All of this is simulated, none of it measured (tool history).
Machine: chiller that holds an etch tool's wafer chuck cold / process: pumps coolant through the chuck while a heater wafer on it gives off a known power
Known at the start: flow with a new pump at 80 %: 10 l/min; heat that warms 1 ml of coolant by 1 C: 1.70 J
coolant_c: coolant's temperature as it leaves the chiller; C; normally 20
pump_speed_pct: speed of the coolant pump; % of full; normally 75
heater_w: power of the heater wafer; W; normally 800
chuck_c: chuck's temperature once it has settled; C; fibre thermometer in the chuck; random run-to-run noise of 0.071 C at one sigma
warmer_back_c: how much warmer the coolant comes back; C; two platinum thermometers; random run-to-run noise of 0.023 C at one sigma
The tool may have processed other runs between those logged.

{"run": 1, "hour": 0.0, "coolant_c": 20, "pump_speed_pct": 75, "heater_w": 800, "chuck_c": 26.63, "warmer_back_c": 3.03}
{"run": 2, "hour": 77.6, "coolant_c": 20, "pump_speed_pct": 75, "heater_w": 800, "chuck_c": 26.67, "warmer_back_c": 2.96}
{"run": 3, "hour": 133.7, "coolant_c": 20, "pump_speed_pct": 75, "heater_w": 800, "chuck_c": 26.66, "warmer_back_c": 3.0}
{"run": 4, "hour": 190.1, "coolant_c": 20, "pump_speed_pct": 75, "heater_w": 800, "chuck_c": 26.54, "warmer_back_c": 2.99}
{"run": 5, "hour": 229.6, "coolant_c": 20, "pump_speed_pct": 71, "heater_w": 800, "chuck_c": 26.9, "warmer_back_c": 3.15}
{"run": 6, "hour": 318.5, "coolant_c": 20, "pump_speed_pct": 71, "heater_w": 800, "chuck_c": 26.86, "warmer_back_c": 3.13}
{"run": 7, "hour": 363.8, "coolant_c": 20, "pump_speed_pct": 71, "heater_w": 800, "chuck_c": 26.72, "warmer_back_c": 3.07}
{"run": 8, "hour": 445.8, "coolant_c": 22, "pump_speed_pct": 75, "heater_w": 800, "chuck_c": 28.69, "warmer_back_c": 2.88}
{"run": 9, "hour": 496.0, "coolant_c": 21, "pump_speed_pct": 75, "heater_w": 800, "chuck_c": 27.52, "warmer_back_c": 2.93}
{"run": 10, "hour": 562.0, "coolant_c": 21, "pump_speed_pct": 75, "heater_w": 800, "chuck_c": 27.66, "warmer_back_c": 2.85}
{"run": 11, "hour": 620.3, "coolant_c": 21, "pump_speed_pct": 75, "heater_w": 800, "chuck_c": 27.66, "warmer_back_c": 2.91}
{"run": 12, "hour": 666.5, "coolant_c": 21, "pump_speed_pct": 75, "heater_w": 800, "chuck_c": 27.59, "warmer_back_c": 2.87}
{"run": 13, "hour": 756.9, "coolant_c": 20, "pump_speed_pct": 75, "heater_w": 800, "chuck_c": 26.56, "warmer_back_c": 2.84}
{"run": 14, "hour": 823.5, "coolant_c": 20, "pump_speed_pct": 75, "heater_w": 800, "chuck_c": 26.54, "warmer_back_c": 2.83}
{"run": 15, "hour": 912.4, "coolant_c": 28, "pump_speed_pct": 77, "heater_w": 800, "chuck_c": 34.62, "warmer_back_c": 2.69}
{"run": 16, "hour": 993.0, "coolant_c": 28, "pump_speed_pct": 77, "heater_w": 800, "chuck_c": 34.58, "warmer_back_c": 2.69}
{"run": 17, "hour": 1063.5, "coolant_c": 11, "pump_speed_pct": 75, "heater_w": 497, "chuck_c": 15.13, "warmer_back_c": 1.62}
{"run": 18, "hour": 1134.5, "coolant_c": 11, "pump_speed_pct": 75, "heater_w": 497, "chuck_c": 15.16, "warmer_back_c": 1.59}
{"run": 19, "hour": 1201.1, "coolant_c": 20, "pump_speed_pct": 64, "heater_w": 800, "chuck_c": 27.24, "warmer_back_c": 3.24}
{"run": 20, "hour": 1262.1, "coolant_c": 13, "pump_speed_pct": 82, "heater_w": 800, "chuck_c": 19.25, "warmer_back_c": 2.44}

Forecast run 21:
{"run": 21, "hour": 1350.1, "coolant_c": 22, "pump_speed_pct": 96, "heater_w": 790, "chuck_c": "?", "warmer_back_c": "?"}

Run 21 came out at chuck_c 27.61 C, warmer_back_c 1.99 C.
Were there no unlogged condition in the tool, this run, its random variation unchanged, would have produced chuck_c 27.60 C, warmer_back_c 2.31 C.
